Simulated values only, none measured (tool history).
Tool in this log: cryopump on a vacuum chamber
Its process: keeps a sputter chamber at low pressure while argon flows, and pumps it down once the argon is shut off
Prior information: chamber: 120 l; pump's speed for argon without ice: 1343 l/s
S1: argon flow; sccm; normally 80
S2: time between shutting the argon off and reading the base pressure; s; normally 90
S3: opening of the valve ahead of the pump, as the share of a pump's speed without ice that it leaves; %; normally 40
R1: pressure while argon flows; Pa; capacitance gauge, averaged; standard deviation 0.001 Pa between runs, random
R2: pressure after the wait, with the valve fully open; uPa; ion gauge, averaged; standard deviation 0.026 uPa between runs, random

{"run": 1, "hour": 0.0, "S1": 80, "S2": 90, "S3": 40, "R1": 0.2691, "R2": 1.91}
{"hour": 66.8, "done": "pump warmed up, emptied and cooled again"}
{"run": 2, "hour": 66.8, "S1": 80, "S2": 127, "S3": 40, "R1": 0.2559, "R2": 1.53}
{"run": 3, "hour": 111.3, "S1": 80, "S2": 90, "S3": 28, "R1": 0.3609, "R2": 1.79}
{"run": 4, "hour": 146.3, "S1": 80, "S2": 71, "S3": 40, "R1": 0.2554, "R2": 2.09}
{"run": 5, "hour": 185.6, "S1": 80, "S2": 71, "S3": 40, "R1": 0.2552, "R2": 2.14}
{"run": 6, "hour": 242.0, "S1": 80, "S2": 71, "S3": 40, "R1": 0.258, "R2": 2.19}
{"run": 7, "hour": 292.6, "S1": 80, "S2": 71, "S3": 40, "R1": 0.2588, "R2": 2.26}
{"run": 8, "hour": 344.1, "S1": 80, "S2": 30, "S3": 40, "R1": 0.2573, "R2": 3.87}
{"hour": 401.4, "done": "leaking fittings of the chamber tightened, without venting"}
{"run": 9, "hour": 404.8, "S1": 80, "S2": 30, "S3": 40, "R1": 0.2574, "R2": 3.1}
{"run": 10, "hour": 455.3, "S1": 80, "S2": 92, "S3": 40, "R1": 0.2604, "R2": 1.16}
{"run": 11, "hour": 495.9, "S1": 80, "S2": 92, "S3": 40, "R1": 0.2602, "R2": 1.22}
{"run": 12, "hour": 527.9, "S1": 80, "S2": 92, "S3": 40, "R1": 0.2588, "R2": 1.24}
{"run": 13, "hour": 578.9, "S1": 41, "S2": 45, "S3": 19, "R1": 0.2769, "R2": 2.33}
{"run": 14, "hour": 606.4, "S1": 41, "S2": 45, "S3": 58, "R1": 0.0939, "R2": 2.26}
{"run": 15, "hour": 645.0, "S1": 80, "S2": 146, "S3": 40, "R1": 0.2613, "R2": 0.94}
{"run": 16, "hour": 687.7, "S1": 94, "S2": 146, "S3": 40, "R1": 0.3093, "R2": 0.96}
{"run": 17, "hour": 748.4, "S1": 76, "S2": 25, "S3": 15, "R1": 0.651, "R2": 3.91}
{"run": 18, "hour": 793.1, "S1": 80, "S2": 20, "S3": 30, "R1": 0.3519, "R2": 4.54}
{"run": 19, "hour": 850.5, "S1": 138, "S2": 53, "S3": 40, "R1": 0.4579, "R2": 2.05}
{"run": 20, "hour": 894.2, "S1": 80, "S2": 90, "S3": 18, "R1": 0.5686, "R2": 1.54}
{"run": 21, "hour": 956.4, "S1": 75, "S2": 90, "S3": 40, "R1": 0.2501, "R2": 1.53}
{"run": 22, "hour": 1019.6, "S1": 49, "S2": 146, "S3": 22, "R1": 0.2895, "R2": 1.19}
{"run": 23, "hour": 1074.9, "S1": 124, "S2": 110, "S3": 40, "R1": 0.4159, "R2": 1.41}
{"run": 24, "hour": 1130.6, "S1": 124, "S2": 110, "S3": 40, "R1": 0.4179, "R2": 1.5}

5 ways to go on from here, each from the tool as it stands after run 24. What would each give?
{"run": "A", "hour": 1170.4, "S1": 115, "S2": 101, "S3": 40, "R1": "?", "R2": "?"}
{"run": "B", "hour": 1170.4, "S1": 85, "S2": 21, "S3": 42, "R1": "?", "R2": "?"}
{"run": "C", "hour": 1170.4, "S1": 115, "S2": 138, "S3": 31, "R1": "?", "R2": "?"}
{"run": "D", "hour": 1170.4, "S1": 41, "S2": 90, "S3": 40, "R1": "?", "R2": "?"}
{"run": "E", "hour": 1170.4, "S1": 102, "S2": 110, "S3": 44, "R1": "?", "R2": "?"}

run=A R1=0.3881 R2=1.5
run=B R1=0.2738 R2=4.65
run=C R1=0.493 R2=1.3
run=D R1=0.1381 R2=1.63
run=E R1=0.3157 R2=1.49
With the hidden condition removed and each run's random variation left untouched, the same runs would have given:
run=A R1=0.3633 R2=1.03
run=B R1=0.2555 R2=4.16
run=C R1=0.4681 R2=0.81
run=D R1=0.1292 R2=1.14
run=E R1=0.2937 R2=0.99

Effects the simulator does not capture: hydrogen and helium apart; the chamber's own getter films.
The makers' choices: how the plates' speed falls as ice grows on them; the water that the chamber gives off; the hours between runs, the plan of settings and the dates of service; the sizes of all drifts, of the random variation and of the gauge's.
